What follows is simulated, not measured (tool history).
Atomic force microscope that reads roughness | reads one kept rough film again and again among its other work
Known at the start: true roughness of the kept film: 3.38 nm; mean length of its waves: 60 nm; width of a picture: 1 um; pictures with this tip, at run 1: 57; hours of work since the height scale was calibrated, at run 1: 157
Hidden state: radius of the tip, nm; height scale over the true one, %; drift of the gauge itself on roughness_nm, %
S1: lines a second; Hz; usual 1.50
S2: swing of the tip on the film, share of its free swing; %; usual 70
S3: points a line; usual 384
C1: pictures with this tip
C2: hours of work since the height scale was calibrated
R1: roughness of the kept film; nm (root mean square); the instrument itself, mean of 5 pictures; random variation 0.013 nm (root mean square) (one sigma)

Run 1, hour 0.0: usual settings; C1 57; C2 157. Result: R1 3.040 nm (root mean square).
Run 2, hour 44.5: usual settings; C1 106; C2 177. Result: R1 3.035 nm (root mean square).
Run 3, hour 65.4: usual settings; C1 129; C2 186. Result: R1 3.021 nm (root mean square).
Run 4, hour 112.6: usual settings but S2 69 %; C1 181; C2 208. Result: R1 2.966 nm (root mean square).
Run 5, hour 132.4: usual settings but S2 61 %; C1 202; C2 217. Result: R1 3.027 nm (root mean square).
At hour 146.7: new tip fitted.
Run 6, hour 153.7: usual settings but S2 61 %; C1 8; C2 226. Result: R1 3.197 nm (root mean square).
Run 7, hour 199.5: usual settings but S2 57 %; C1 58; C2 247. Result: R1 3.172 nm (root mean square).
Run 8, hour 235.5: usual settings but S1 1.73 Hz, S2 73 %, S3 450; C1 98; C2 264. Result: R1 2.980 nm (root mean square).
Run 9, hour 275.6: usual settings but S1 2.37 Hz, S3 411; C1 142; C2 282. Result: R1 2.902 nm (root mean square).
At hour 279.8: height scale calibrated on a step standard.
Run 10, hour 309.4: usual settings but S3 308; C1 178; C2 13. Result: R1 2.967 nm (root mean square).
At hour 345.8: new tip fitted.
At hour 349.1: height scale calibrated on a step standard, once more.
Run 11, hour 355.5: usual settings but S2 78 %, S3 515; C1 10; C2 3. Result: R1 3.006 nm (root mean square).
Run 12, hour 390.2: usual settings but S1 3.26 Hz, S2 87 %, S3 546; C1 48; C2 19. Result: R1 2.479 nm (root mean square).
Run 13, hour 422.6: usual settings but S1 2.82 Hz, S2 81 %; C1 84; C2 33. Result: R1 2.669 nm (root mean square).
Run 14, hour 450.2: usual settings but S1 2.82 Hz, S2 81 %; C1 114; C2 46. Result: R1 2.654 nm (root mean square).

4 ways to go on from here, each from the tool as it stands after run 14. What would each give?
Run A, hour 486.8: usual settings but S1 1.37 Hz, S2 81 %; C1 154; C2 63. Result: R1 ?.
Run B, hour 486.8: usual settings but S1 3.04 Hz, S2 89 %; C1 154; C2 63. Result: R1 ?.
Run C, hour 486.8: usual settings but S1 2.82 Hz, S2 89 %; C1 154; C2 63. Result: R1 ?.
Run D, hour 486.8: usual settings but S1 1.29 Hz, S2 78 %, S3 731; C1 154; C2 63. Result: R1 ?.

run     R1
  A  2.891
  B  2.386
  C  2.414
  D  2.951
Without the tool's hidden state the same runs would have given:
run     R1
  A  3.014
  B  2.488
  C  2.517
  D  3.077
